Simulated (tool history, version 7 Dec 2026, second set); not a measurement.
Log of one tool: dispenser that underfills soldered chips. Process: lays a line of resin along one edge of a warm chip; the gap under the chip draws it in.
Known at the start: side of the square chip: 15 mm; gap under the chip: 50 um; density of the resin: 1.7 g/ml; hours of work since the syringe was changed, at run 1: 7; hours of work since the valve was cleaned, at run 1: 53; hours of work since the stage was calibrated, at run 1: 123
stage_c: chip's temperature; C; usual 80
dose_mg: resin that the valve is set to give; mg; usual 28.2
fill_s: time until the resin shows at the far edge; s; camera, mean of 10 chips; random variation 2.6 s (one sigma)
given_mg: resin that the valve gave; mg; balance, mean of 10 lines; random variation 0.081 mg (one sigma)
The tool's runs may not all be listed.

run    day  stage_c  dose_mg  hours of work since the syringe was changed  hours of work since the valve was cleaned  hours of work since the stage was calibrated  fill_s  given_mg
  1      0       80     28.2                                            7                                         53                                           123   429.5     26.83
     0.062  -- new syringe of resin
  2  0.167       80     28.2                                            2                                         55                                           126   284.7     26.65
     0.308  -- dispensing valve cleaned and set on the balance
  3  0.408       80     28.2                                            5                                          2                                           129   358.4     28.03
  4  0.558       80     28.2                                            7                                          4                                           131   426.1     28.09
      0.65  -- new syringe of resin
  5  0.779       80     28.2                                            2                                          7                                           135   287.6      27.9
  6  0.971       80     28.2                                            5                                         10                                           138   355.7     27.79
     1.192  -- new syringe of resin
  7  1.192       80     28.2                                            0                                         14                                           141   253.4     27.86
  8  1.329       80     28.2                                            2                                         16                                           143   296.7     27.72
  9  1.508       93     28.2                                            5                                         19                                           146   246.3     27.66
 10  1.683       80     28.2                                            8                                         21                                           149   446.6     27.56
     1.733  -- new syringe of resin
 11  1.792       80     28.2                                            1                                         23                                           150   276.2     27.61
 12  1.917       80     28.2                                            3                                         25                                           152   311.7      27.6
 13   2.05       80     28.2                                            5                                         27                                           154   370.1     27.43
 14  2.242       80       32                                            8                                         30                                           157   444.3     31.05
     2.271  -- new syringe of resin
 15  2.362       80       32                                            1                                         32                                           159     274     31.06
 16  2.479       80       32                                            3                                         33                                           161   311.6     30.91
 17   2.65       80       32                                            6                                         36                                           163   382.4     30.88
 18  2.783       80       24                                            8                                         38                                           166   479.2     23.12
     2.804  -- new syringe of resin
 19    2.9       93     29.3                                            1                                         40                                           167   186.1     28.15
 20  3.071       93     29.3                                            4                                         43                                           170   224.9      28.2
 21  3.212       76     27.8                                            6                                         45                                           172   463.1     26.48
     3.342  -- new syringe of resin
 22  3.433       86     25.3                                            1                                         48                                           175   230.5     24.05
 23   3.55       86     25.3                                            3                                         50                                           177     269      24.2
 24  3.662       76     32.3                                            5                                         52                                           179   401.3     30.76
 25  3.792       68     28.2                                            7                                         54                                           181   625.3     26.67
     3.883  -- new syringe of resin
 26  3.988       68     28.2                                            2                                         57                                           184   418.6     26.59
     4.046  -- dispensing valve cleaned and set on the balance
 27  4.112       84     28.8                                            3                                          1                                           185   272.9     28.75
 28  4.229       90     28.2                                            5                                          3                                           187   255.1     28.12
 29  4.383       90     28.2                                            7                                          5                                           190   311.8     27.96
     4.462  -- new syringe of resin
 30  4.525       67     34.8                                            1                                          7                                           192   405.5     34.49
 31  4.629       82       31                                            3                                          9                                           193   284.9     30.62
 32  4.767       80     33.2                                            5                                         11                                           195   348.1     32.95
 33  4.925       69     36.3                                            7                                         14                                           198   592.9     35.66
         5  -- new syringe of resin
 34  5.071       86     32.2                                            1                                         16                                           200   224.4     31.67
 35  5.258       68     32.3                                            4                                         19                                           203   496.7     31.64
 36  5.388       83     36.2                                            6                                         21                                           205   353.8     35.42

4 ways to go on from here, each from the tool as it stands after run 36. What would each give?
     5.538  -- new syringe of resin
  A  5.608       71       25                                            1                                         24                                           208       ?         ?
     5.538  -- new syringe of resin
  B  5.608       68     29.3                                            1                                         24                                           208       ?         ?
     5.538  -- new syringe of resin
  C  5.608       80     33.5                                            1                                         24                                           208       ?         ?
     5.538  -- new syringe of resin
  D  5.608       81     28.2                                            1                                         24                                           208       ?         ?

run  fill_s  given_mg
  A   361.9     24.24
  B   389.6     28.53
  C   260.6     32.81
  D   252.6     27.45
Without the tool's hidden state the same runs would have given:
run  fill_s  given_mg
  A   345.9     24.88
  B   374.1     29.28
  C   250.2     33.67
  D   241.8     28.17

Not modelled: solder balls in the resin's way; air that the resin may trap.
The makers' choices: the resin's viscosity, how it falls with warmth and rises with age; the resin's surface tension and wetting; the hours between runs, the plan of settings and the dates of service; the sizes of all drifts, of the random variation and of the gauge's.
